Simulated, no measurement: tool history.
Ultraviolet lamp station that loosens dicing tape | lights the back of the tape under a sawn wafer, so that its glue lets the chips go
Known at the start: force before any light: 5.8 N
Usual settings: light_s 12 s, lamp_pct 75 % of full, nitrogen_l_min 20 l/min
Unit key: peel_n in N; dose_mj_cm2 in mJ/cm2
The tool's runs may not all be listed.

{"run": 1, "hour": 0.0, "light_s": 12, "lamp_pct": 75, "nitrogen_l_min": 20, "peel_n": 0.929, "dose_mj_cm2": 170}
{"run": 2, "hour": 69.6, "light_s": 12, "lamp_pct": 75, "nitrogen_l_min": 20, "peel_n": 1.027, "dose_mj_cm2": 163}
{"run": 3, "hour": 119.0, "light_s": 12, "lamp_pct": 70, "nitrogen_l_min": 20, "peel_n": 1.101, "dose_mj_cm2": 151}
{"run": 4, "hour": 152.4, "light_s": 17, "lamp_pct": 75, "nitrogen_l_min": 20, "peel_n": 0.593, "dose_mj_cm2": 224}
{"run": 5, "hour": 218.4, "light_s": 12, "lamp_pct": 75, "nitrogen_l_min": 20, "peel_n": 1.03, "dose_mj_cm2": 157}
{"run": 6, "hour": 279.2, "light_s": 12, "lamp_pct": 67, "nitrogen_l_min": 20, "peel_n": 1.296, "dose_mj_cm2": 135}
{"run": 7, "hour": 356.6, "light_s": 12, "lamp_pct": 76, "nitrogen_l_min": 20, "peel_n": 1.174, "dose_mj_cm2": 148}
{"run": 8, "hour": 429.8, "light_s": 12, "lamp_pct": 76, "nitrogen_l_min": 20, "peel_n": 1.224, "dose_mj_cm2": 143}
{"run": 9, "hour": 466.1, "light_s": 12, "lamp_pct": 76, "nitrogen_l_min": 20, "peel_n": 1.183, "dose_mj_cm2": 145}
{"hour": 506.2, "done": "window cleaned of glue's vapour"}
{"run": 10, "hour": 542.5, "light_s": 12, "lamp_pct": 76, "nitrogen_l_min": 20, "peel_n": 1.326, "dose_mj_cm2": 130}
{"run": 11, "hour": 581.8, "light_s": 12, "lamp_pct": 76, "nitrogen_l_min": 20, "peel_n": 1.426, "dose_mj_cm2": 132}
{"run": 12, "hour": 647.9, "light_s": 12, "lamp_pct": 73, "nitrogen_l_min": 20, "peel_n": 1.509, "dose_mj_cm2": 125}
{"run": 13, "hour": 702.2, "light_s": 12, "lamp_pct": 73, "nitrogen_l_min": 20, "peel_n": 1.534, "dose_mj_cm2": 119}
{"run": 14, "hour": 738.2, "light_s": 12, "lamp_pct": 75, "nitrogen_l_min": 20, "peel_n": 1.536, "dose_mj_cm2": 120}
{"run": 15, "hour": 813.0, "light_s": 12, "lamp_pct": 75, "nitrogen_l_min": 28, "peel_n": 1.434, "dose_mj_cm2": 115}
{"run": 16, "hour": 854.2, "light_s": 12, "lamp_pct": 75, "nitrogen_l_min": 28, "peel_n": 1.499, "dose_mj_cm2": 118}
{"run": 17, "hour": 919.1, "light_s": 14, "lamp_pct": 75, "nitrogen_l_min": 20, "peel_n": 1.415, "dose_mj_cm2": 133}
{"hour": 977.0, "done": "window cleaned of glue's vapour, once more"}
{"run": 18, "hour": 983.2, "light_s": 12, "lamp_pct": 75, "nitrogen_l_min": 20, "peel_n": 1.355, "dose_mj_cm2": 133}
{"run": 19, "hour": 1021.1, "light_s": 12, "lamp_pct": 75, "nitrogen_l_min": 20, "peel_n": 1.384, "dose_mj_cm2": 132}
{"run": 20, "hour": 1088.7, "light_s": 12, "lamp_pct": 75, "nitrogen_l_min": 20, "peel_n": 1.382, "dose_mj_cm2": 130}
{"run": 21, "hour": 1152.9, "light_s": 19, "lamp_pct": 97, "nitrogen_l_min": 22, "peel_n": 0.467, "dose_mj_cm2": 258}
{"hour": 1157.1, "done": "lamp changed"}
{"run": 22, "hour": 1227.4, "light_s": 7, "lamp_pct": 75, "nitrogen_l_min": 20, "peel_n": 1.658, "dose_mj_cm2": 110}
{"run": 23, "hour": 1279.9, "light_s": 8, "lamp_pct": 62, "nitrogen_l_min": 26, "peel_n": 1.708, "dose_mj_cm2": 104}
{"run": 24, "hour": 1317.1, "light_s": 9, "lamp_pct": 82, "nitrogen_l_min": 16, "peel_n": 1.234, "dose_mj_cm2": 153}
{"run": 25, "hour": 1392.6, "light_s": 9, "lamp_pct": 82, "nitrogen_l_min": 16, "peel_n": 1.297, "dose_mj_cm2": 147}
{"run": 26, "hour": 1442.9, "light_s": 8, "lamp_pct": 75, "nitrogen_l_min": 20, "peel_n": 1.621, "dose_mj_cm2": 120}
{"run": 27, "hour": 1474.1, "light_s": 11, "lamp_pct": 75, "nitrogen_l_min": 20, "peel_n": 1.017, "dose_mj_cm2": 164}
{"run": 28, "hour": 1518.4, "light_s": 11, "lamp_pct": 75, "nitrogen_l_min": 20, "peel_n": 1.022, "dose_mj_cm2": 158}
{"run": 29, "hour": 1595.6, "light_s": 22, "lamp_pct": 75, "nitrogen_l_min": 20, "peel_n": 0.365, "dose_mj_cm2": 309}
{"hour": 1617.3, "done": "window cleaned of glue's vapour"}
{"run": 30, "hour": 1672.7, "light_s": 22, "lamp_pct": 78, "nitrogen_l_min": 6, "peel_n": 0.582, "dose_mj_cm2": 340}
{"run": 31, "hour": 1711.5, "light_s": 22, "lamp_pct": 78, "nitrogen_l_min": 6, "peel_n": 0.604, "dose_mj_cm2": 338}
{"run": 32, "hour": 1784.4, "light_s": 22, "lamp_pct": 78, "nitrogen_l_min": 6, "peel_n": 0.62, "dose_mj_cm2": 333}
{"run": 33, "hour": 1829.0, "light_s": 22, "lamp_pct": 78, "nitrogen_l_min": 6, "peel_n": 0.648, "dose_mj_cm2": 326}
{"run": 34, "hour": 1874.2, "light_s": 13, "lamp_pct": 64, "nitrogen_l_min": 16, "peel_n": 1.234, "dose_mj_cm2": 151}
{"run": 35, "hour": 1918.7, "light_s": 16, "lamp_pct": 75, "nitrogen_l_min": 20, "peel_n": 0.619, "dose_mj_cm2": 224}
{"run": 36, "hour": 1996.2, "light_s": 22, "lamp_pct": 94, "nitrogen_l_min": 20, "peel_n": 0.301, "dose_mj_cm2": 367}
{"run": 37, "hour": 2072.9, "light_s": 22, "lamp_pct": 94, "nitrogen_l_min": 20, "peel_n": 0.313, "dose_mj_cm2": 356}
{"run": 38, "hour": 2145.3, "light_s": 22, "lamp_pct": 94, "nitrogen_l_min": 10, "peel_n": 0.443, "dose_mj_cm2": 347}
{"run": 39, "hour": 2188.5, "light_s": 22, "lamp_pct": 63, "nitrogen_l_min": 8, "peel_n": 0.973, "dose_mj_cm2": 231}

Measured less the same run without the tool's hidden state. The same run-to-run variation is in both; the gauge's scatter may not be:
Hidden state at play: lamp's light, % of a new lamp's; light that the window lets through, % of a clean one's; drift of the gauge itself on peel_n, %; drift of the gauge itself on dose_mj_cm2, %.
run=1 peel_n=+0.257 dose_mj_cm2=-38
run=2 peel_n=+0.309 dose_mj_cm2=-42
run=3 peel_n=+0.344 dose_mj_cm2=-41
run=4 peel_n=+0.195 dose_mj_cm2=-66
run=5 peel_n=+0.368 dose_mj_cm2=-50
run=6 peel_n=+0.471 dose_mj_cm2=-48
run=7 peel_n=+0.471 dose_mj_cm2=-58
run=8 peel_n=+0.52 dose_mj_cm2=-62
run=9 peel_n=+0.516 dose_mj_cm2=-65
run=10 peel_n=+0.657 dose_mj_cm2=-76
run=11 peel_n=+0.725 dose_mj_cm2=-78
run=12 peel_n=+0.777 dose_mj_cm2=-79
run=13 peel_n=+0.818 dose_mj_cm2=-81
run=14 peel_n=+0.836 dose_mj_cm2=-85
run=15 peel_n=+0.831 dose_mj_cm2=-89
run=16 peel_n=+0.881 dose_mj_cm2=-91
run=17 peel_n=+0.867 dose_mj_cm2=-110
run=18 peel_n=+0.65 dose_mj_cm2=-72
run=19 peel_n=+0.674 dose_mj_cm2=-74
run=20 peel_n=+0.705 dose_mj_cm2=-78
run=21 peel_n=+0.203 dose_mj_cm2=-165
run=22 peel_n=+0.138 dose_mj_cm2=-8
run=23 peel_n=+0.175 dose_mj_cm2=-10
run=24 peel_n=+0.169 dose_mj_cm2=-16
run=25 peel_n=+0.215 dose_mj_cm2=-20
run=26 peel_n=+0.275 dose_mj_cm2=-19
run=27 peel_n=+0.22 dose_mj_cm2=-27
run=28 peel_n=+0.24 dose_mj_cm2=-29
run=29 peel_n=+0.073 dose_mj_cm2=-68
run=30 peel_n=+0.113 dose_mj_cm2=-49
run=31 peel_n=+0.129 dose_mj_cm2=-54
run=32 peel_n=+0.151 dose_mj_cm2=-62
run=33 peel_n=+0.168 dose_mj_cm2=-66
run=34 peel_n=+0.325 dose_mj_cm2=-35
run=35 peel_n=+0.188 dose_mj_cm2=-54
run=36 peel_n=+0.045 dose_mj_cm2=-104
run=37 peel_n=+0.055 dose_mj_cm2=-113
run=38 peel_n=+0.138 dose_mj_cm2=-122
run=39 peel_n=+0.394 dose_mj_cm2=-87
